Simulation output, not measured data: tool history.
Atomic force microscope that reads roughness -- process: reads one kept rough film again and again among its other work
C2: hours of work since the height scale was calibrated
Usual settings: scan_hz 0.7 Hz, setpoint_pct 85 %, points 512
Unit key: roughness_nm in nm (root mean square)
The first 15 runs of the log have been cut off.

-- hour=320.6 new tip fitted
run 16 hour=323.9 | scan_hz=0.7 setpoint_pct=85 points=512 | pictures_with_this_tip=3 C2=20 | roughness_nm=2.571
-- hour=338 height scale calibrated on a step standard, once more
run 17 hour=338.3 | scan_hz=0.7 setpoint_pct=85 points=942 | pictures_with_this_tip=14 C2=0 | roughness_nm=2.577
run 18 hour=350.7 | scan_hz=0.7 setpoint_pct=66 points=942 | pictures_with_this_tip=24 C2=6 | roughness_nm=2.681
run 19 hour=373.7 | scan_hz=0.7 setpoint_pct=66 points=942 | pictures_with_this_tip=43 C2=17 | roughness_nm=2.658
run 20 hour=398.7 | scan_hz=0.7 setpoint_pct=85 points=512 | pictures_with_this_tip=64 C2=29 | roughness_nm=2.537
run 21 hour=413.1 | scan_hz=2.872 setpoint_pct=65 points=512 | pictures_with_this_tip=76 C2=36 | roughness_nm=2.438
run 22 hour=431.7 | scan_hz=0.526 setpoint_pct=63 points=410 | pictures_with_this_tip=91 C2=45 | roughness_nm=2.635
run 23 hour=460.8 | scan_hz=0.968 setpoint_pct=60 points=577 | pictures_with_this_tip=115 C2=59 | roughness_nm=2.576
run 24 hour=480.8 | scan_hz=0.968 setpoint_pct=60 points=577 | pictures_with_this_tip=131 C2=68 | roughness_nm=2.553
run 25 hour=498.6 | scan_hz=1.476 setpoint_pct=87 points=418 | pictures_with_this_tip=146 C2=77 | roughness_nm=2.246
run 26 hour=527.9 | scan_hz=1.277 setpoint_pct=72 points=512 | pictures_with_this_tip=170 C2=91 | roughness_nm=2.422
-- hour=535.4 new tip fitted
run 27 hour=546.4 | scan_hz=3.126 setpoint_pct=84 points=512 | pictures_with_this_tip=9 C2=99 | roughness_nm=2.144
run 28 hour=560.7 | scan_hz=0.844 setpoint_pct=59 points=408 | pictures_with_this_tip=20 C2=106 | roughness_nm=2.689
run 29 hour=573.2 | scan_hz=3.539 setpoint_pct=64 points=951 | pictures_with_this_tip=31 C2=112 | roughness_nm=2.475
run 30 hour=603.3 | scan_hz=3.539 setpoint_pct=64 points=951 | pictures_with_this_tip=55 C2=126 | roughness_nm=2.45
run 31 hour=615.9 | scan_hz=0.7 setpoint_pct=74 points=291 | pictures_with_this_tip=66 C2=132 | roughness_nm=2.575
run 32 hour=633.3 | scan_hz=1.224 setpoint_pct=57 points=512 | pictures_with_this_tip=80 C2=141 | roughness_nm=2.635
run 33 hour=645.9 | scan_hz=1.335 setpoint_pct=88 points=698 | pictures_with_this_tip=90 C2=147 | roughness_nm=2.312
run 34 hour=674.8 | scan_hz=1.001 setpoint_pct=86 points=346 | pictures_with_this_tip=114 C2=160 | roughness_nm=2.379
run 35 hour=693.5 | scan_hz=0.865 setpoint_pct=58 points=917 | pictures_with_this_tip=129 C2=169 | roughness_nm=2.566
run 36 hour=710.1 | scan_hz=3.101 setpoint_pct=68 points=833 | pictures_with_this_tip=143 C2=177 | roughness_nm=2.304
run 37 hour=735.9 | scan_hz=3.101 setpoint_pct=68 points=833 | pictures_with_this_tip=164 C2=190 | roughness_nm=2.306
-- hour=749.5 new tip fitted
run 38 hour=762.9 | scan_hz=2.619 setpoint_pct=85 points=316 | pictures_with_this_tip=11 C2=202 | roughness_nm=2.199
run 39 hour=778.2 | scan_hz=2.619 setpoint_pct=57 points=944 | pictures_with_this_tip=23 C2=210 | roughness_nm=2.629

Alternative continuations, all from the tool just after run 39; predict every row:
run A hour=805.4 | scan_hz=0.778 setpoint_pct=77 points=512 | pictures_with_this_tip=46 C2=223 | roughness_nm=?
run B hour=805.4 | scan_hz=2.231 setpoint_pct=57 points=284 | pictures_with_this_tip=46 C2=223 | roughness_nm=?
run C hour=805.4 | scan_hz=0.7 setpoint_pct=85 points=283 | pictures_with_this_tip=46 C2=223 | roughness_nm=?

run=A roughness_nm=2.592
run=B roughness_nm=2.61
run=C roughness_nm=2.537
The same runs, with their run-to-run variation unchanged, on a tool lacking any hidden condition would have given:
run=A roughness_nm=2.639
run=B roughness_nm=2.657
run=C roughness_nm=2.583
